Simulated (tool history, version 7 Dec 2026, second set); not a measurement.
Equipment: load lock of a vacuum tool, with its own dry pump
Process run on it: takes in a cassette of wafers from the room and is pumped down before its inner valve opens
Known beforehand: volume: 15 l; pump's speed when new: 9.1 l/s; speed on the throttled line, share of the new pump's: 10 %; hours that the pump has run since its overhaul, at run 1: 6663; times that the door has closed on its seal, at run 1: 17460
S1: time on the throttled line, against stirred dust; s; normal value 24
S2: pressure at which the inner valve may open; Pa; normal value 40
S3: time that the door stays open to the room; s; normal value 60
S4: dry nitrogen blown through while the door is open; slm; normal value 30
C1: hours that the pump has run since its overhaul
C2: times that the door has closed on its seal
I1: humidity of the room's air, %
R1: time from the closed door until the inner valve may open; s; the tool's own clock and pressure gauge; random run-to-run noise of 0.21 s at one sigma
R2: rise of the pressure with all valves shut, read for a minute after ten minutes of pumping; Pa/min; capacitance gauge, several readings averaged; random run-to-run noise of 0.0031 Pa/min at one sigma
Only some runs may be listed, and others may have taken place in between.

| run | hour | S1 | S2 | S3 | S4 | C1 | C2 | I1 | R1 | R2 |
|---|---|---|---|---|---|---|---|---|---|---|
| 1 | 0.0 | 24 | 40 | 60 | 30 | 6663 | 17460 | 45.5 | 36.4 | 0.089 |
| 2 | 283.1 | 24 | 40 | 60 | 10 | 6946 | 18164 | 46.2 | 36.2 | 0.110 |
| 3 | 576.6 | 24 | 40 | 60 | 10 | 7239 | 18894 | 46.1 | 36.2 | 0.112 |
| 4 | 898.2 | 31 | 40 | 60 | 10 | 7561 | 19694 | 46.1 | 42.7 | 0.118 |
| 5 | 1086.9 | 31 | 40 | 60 | 10 | 7750 | 20163 | 44.7 | 43.0 | 0.112 |
| 6 | 1360.1 | 24 | 40 | 60 | 30 | 8023 | 20843 | 43.2 | 36.7 | 0.086 |
| 7 | 1531.6 | 24 | 40 | 60 | 30 | 8194 | 21269 | 46.3 | 36.8 | 0.096 |
| 8 | 1877.8 | 24 | 40 | 60 | 30 | 8541 | 22130 | 45.6 | 37.0 | 0.094 |
| 9 | 2099.1 | 24 | 40 | 60 | 30 | 8762 | 22681 | 48.0 | 37.5 | 0.106 |
| 10 | 2364.1 | 24 | 40 | 60 | 30 | 9027 | 23340 | 44.4 | 37.0 | 0.093 |
|  | 2393.1 | dry pump taken out, an overhauled one fitted |
| 11 | 2638.4 | 33 | 40 | 60 | 30 | 245 | 24007 | 47.5 | 43.0 | 0.108 |
| 12 | 2919.8 | 16 | 40 | 60 | 30 | 527 | 24707 | 48.4 | 27.5 | 0.103 |
| 13 | 3099.0 | 24 | 40 | 194 | 30 | 706 | 25153 | 47.5 | 34.7 | 0.170 |
| 14 | 3338.7 | 24 | 40 | 194 | 30 | 946 | 25749 | 43.5 | 35.1 | 0.161 |
| 15 | 3591.5 | 24 | 46 | 194 | 30 | 1198 | 26378 | 47.0 | 34.4 | 0.179 |
| 16 | 3966.3 | 24 | 46 | 194 | 30 | 1573 | 27310 | 43.1 | 34.7 | 0.171 |
| 17 | 4191.0 | 24 | 46 | 194 | 30 | 1798 | 27869 | 44.5 | 35.1 | 0.172 |
| 18 | 4413.6 | 42 | 40 | 60 | 30 | 2021 | 28423 | 43.3 | 51.2 | 0.101 |
| 19 | 4610.2 | 24 | 40 | 224 | 30 | 2217 | 28912 | 42.9 | 35.1 | 0.181 |
| 20 | 4977.4 | 26 | 40 | 60 | 8 | 2584 | 29825 | 44.1 | 37.0 | 0.131 |
| 21 | 5243.8 | 44 | 54 | 26 | 8 | 2851 | 30488 | 43.3 | 52.3 | 0.107 |
| 22 | 5535.1 | 44 | 29 | 26 | 5 | 3142 | 31212 | 42.3 | 53.5 | 0.106 |
| 23 | 5760.0 | 24 | 40 | 60 | 43 | 3367 | 31772 | 45.6 | 35.2 | 0.109 |
| 24 | 5966.3 | 24 | 40 | 60 | 5 | 3573 | 32285 | 44.2 | 35.5 | 0.148 |
| 25 | 6134.3 | 24 | 40 | 60 | 5 | 3741 | 32703 | 44.2 | 35.7 | 0.147 |
| 26 | 6315.2 | 24 | 40 | 60 | 5 | 3922 | 33153 | 46.2 | 35.3 | 0.154 |
| 27 | 6556.2 | 24 | 29 | 91 | 30 | 4163 | 33752 | 47.1 | 36.6 | 0.141 |
| 28 | 6935.3 | 24 | 33 | 189 | 43 | 4542 | 34695 | 45.5 | 36.1 | 0.167 |
| 29 | 7140.0 | 17 | 31 | 64 | 32 | 4747 | 35204 | 42.1 | 30.3 | 0.120 |
| 30 | 7409.1 | 14 | 40 | 60 | 14 | 5016 | 35874 | 47.9 | 27.0 | 0.140 |
| 31 | 7605.8 | 14 | 42 | 60 | 14 | 5213 | 36363 | 47.5 | 26.5 | 0.149 |
| 32 | 7806.6 | 24 | 37 | 33 | 4 | 5413 | 36863 | 49.5 | 36.2 | 0.135 |
| 33 | 8146.1 | 24 | 37 | 33 | 4 | 5753 | 37707 | 42.6 | 36.6 | 0.127 |
| 34 | 8448.4 | 25 | 75 | 116 | 33 | 6055 | 38459 | 45.1 | 35.5 | 0.163 |
| 35 | 8671.0 | 25 | 36 | 116 | 13 | 6278 | 39013 | 46.7 | 37.0 | 0.197 |
| 36 | 8964.6 | 25 | 36 | 116 | 13 | 6571 | 39743 | 47.2 | 37.4 | 0.204 |
| 37 | 9308.3 | 30 | 36 | 116 | 13 | 6915 | 40598 | 45.2 | 41.7 | 0.195 |

Run by run, hidden condition taken away, random variation retained:
Hidden state at play: pump's speed, % of a new pump's; leak at the door's seal, Pa l/s; drift of the gauge itself on ready_s, %; drift of the gauge itself on rise_pa_min, %.
| run | R1 | R2 |
|---|---|---|
| 1 | 34.7 | 0.065 |
| 2 | 34.4 | 0.084 |
| 3 | 34.3 | 0.086 |
| 4 | 40.8 | 0.090 |
| 5 | 41.1 | 0.083 |
| 6 | 34.5 | 0.057 |
| 7 | 34.6 | 0.065 |
| 8 | 34.7 | 0.062 |
| 9 | 35.1 | 0.073 |
| 10 | 34.6 | 0.059 |
| 11 | 42.8 | 0.072 |
| 12 | 27.2 | 0.066 |
| 13 | 34.4 | 0.132 |
| 14 | 34.8 | 0.122 |
| 15 | 34.1 | 0.138 |
| 16 | 34.3 | 0.127 |
| 17 | 34.6 | 0.128 |
| 18 | 50.7 | 0.055 |
| 19 | 34.5 | 0.135 |
| 20 | 36.3 | 0.082 |
| 21 | 51.7 | 0.057 |
| 22 | 52.8 | 0.054 |
| 23 | 34.4 | 0.056 |
| 24 | 34.5 | 0.094 |
| 25 | 34.7 | 0.091 |
| 26 | 34.3 | 0.097 |
| 27 | 35.4 | 0.083 |
| 28 | 34.9 | 0.106 |
| 29 | 28.8 | 0.059 |
| 30 | 25.5 | 0.076 |
| 31 | 25.0 | 0.084 |
| 32 | 34.7 | 0.069 |
| 33 | 35.0 | 0.058 |
| 34 | 34.1 | 0.093 |
| 35 | 35.3 | 0.125 |
| 36 | 35.6 | 0.130 |
| 37 | 39.9 | 0.119 |
